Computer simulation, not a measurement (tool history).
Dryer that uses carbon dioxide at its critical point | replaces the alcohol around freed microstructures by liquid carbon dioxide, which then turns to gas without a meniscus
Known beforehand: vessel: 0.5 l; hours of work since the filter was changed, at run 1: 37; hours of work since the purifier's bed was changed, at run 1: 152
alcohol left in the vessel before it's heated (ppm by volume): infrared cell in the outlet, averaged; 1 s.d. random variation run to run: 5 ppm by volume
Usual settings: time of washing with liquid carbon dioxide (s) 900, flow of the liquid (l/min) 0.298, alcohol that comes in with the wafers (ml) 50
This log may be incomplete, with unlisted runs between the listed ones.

run,hour,time of washing with liquid carbon dioxide (s),flow of the liquid (l/min),alcohol that comes in with the wafers (ml),hours of work since the filter was changed,hours of work since the purifier's bed was changed,alcohol left in the vessel before it's heated (ppm by volume)
1,0,900,0.298,50,37,152,62
2,13.6,900,0.298,50,46,162,76
3,30.8,900,0.298,50,58,173,69
4,45.4,900,0.298,112,68,183,120
5,56.9,900,0.298,50,76,191,74
6,66.4,900,0.473,50,83,198,39
7,80.1,900,0.473,50,92,207,38
8,93.1,900,0.429,50,101,216,40
9,109.2,900,0.298,50,112,227,77
10,125.1,900,0.298,50,123,238,80
11,135.8,900,0.299,50,130,246,83
12,147,900,0.299,50,138,253,91
13,163.3,900,0.299,50,149,265,79
14,183.5,900,0.299,50,163,279,87
15,202.6,600,0.298,50,176,292,617
16,222.4,600,0.298,50,190,305,657
17,242.1,600,0.298,50,204,319,662
18,261.4,600,0.298,50,217,332,647
19,274,600,0.298,50,226,341,687
20,291.5,600,0.298,50,238,353,670
21,311.5,600,0.298,50,251,367,678
22,325.8,900,0.298,50,261,377,114
23,338,900,0.43,50,270,385,59
24,358.3,900,0.43,50,284,399,60
25,373.1,1320,0.43,28,294,409,63
26,391.8,1200,0.25,23,307,422,78
27,414.2,1200,0.25,23,322,438,74
28,430.9,1200,0.25,23,334,449,78
29,450.1,1200,0.25,23,347,462,79
30,463,1200,0.25,23,356,471,88
31,482.3,900,0.297,23,369,484,104
32,501.6,660,0.298,119,382,498,1134
33,514.9,540,0.297,103,391,507,2508
34,530,540,0.297,103,402,517,2555
35,550.3,1020,0.338,33,416,531,90
36,559.8,600,0.184,36,422,538,3529
37,575.3,600,0.184,29,433,548,2894
38,597.1,600,0.184,29,448,563,2962
39,616.2,540,0.373,50,461,577,526
40,626.6,1320,0.309,27,468,584,92
# hour 637.4: inlet filter changed
41,647.8,1320,0.309,27,7,598,101
42,669,1320,0.309,27,22,612,92
43,686.9,1320,0.309,76,34,625,99
44,707.2,1320,0.309,76,48,639,103
45,725,1320,0.309,76,60,651,101
46,737.6,1200,0.298,50,69,660,103

Some steps in alcohol left in the vessel before it's heated (ppm by volume) between neighbouring runs. How much of each would the tool show without its hidden state too (settings, what came in, random variation), and how much is left for the hidden state, with any gauge scatter that isn't in both results?
Unlogged tool condition in this case: flow that reaches the vessel past the clogged filter, %; alcohol in the recycled carbon dioxide, ppm; drift of the gauge itself on alcohol_ppm, %.
Run 34 -> 35: time of washing with liquid carbon dioxide (s) 540 -> 1020, flow of the liquid (l/min) 0.297 -> 0.338, alcohol that comes in with the wafers (ml) 103 -> 33. alcohol left in the vessel before it's heated (ppm by volume) -2465: hidden state -785, all else -1680.
Run 35 -> 36: time of washing with liquid carbon dioxide (s) 1020 -> 600, flow of the liquid (l/min) 0.338 -> 0.184, alcohol that comes in with the wafers (ml) 33 -> 36. alcohol left in the vessel before it's heated (ppm by volume) +3439: hidden state +841, all else +2598.
Run 38 -> 39: time of washing with liquid carbon dioxide (s) 600 -> 540, flow of the liquid (l/min) 0.184 -> 0.373, alcohol that comes in with the wafers (ml) 29 -> 50. alcohol left in the vessel before it's heated (ppm by volume) -2436: hidden state -549, all else -1887.

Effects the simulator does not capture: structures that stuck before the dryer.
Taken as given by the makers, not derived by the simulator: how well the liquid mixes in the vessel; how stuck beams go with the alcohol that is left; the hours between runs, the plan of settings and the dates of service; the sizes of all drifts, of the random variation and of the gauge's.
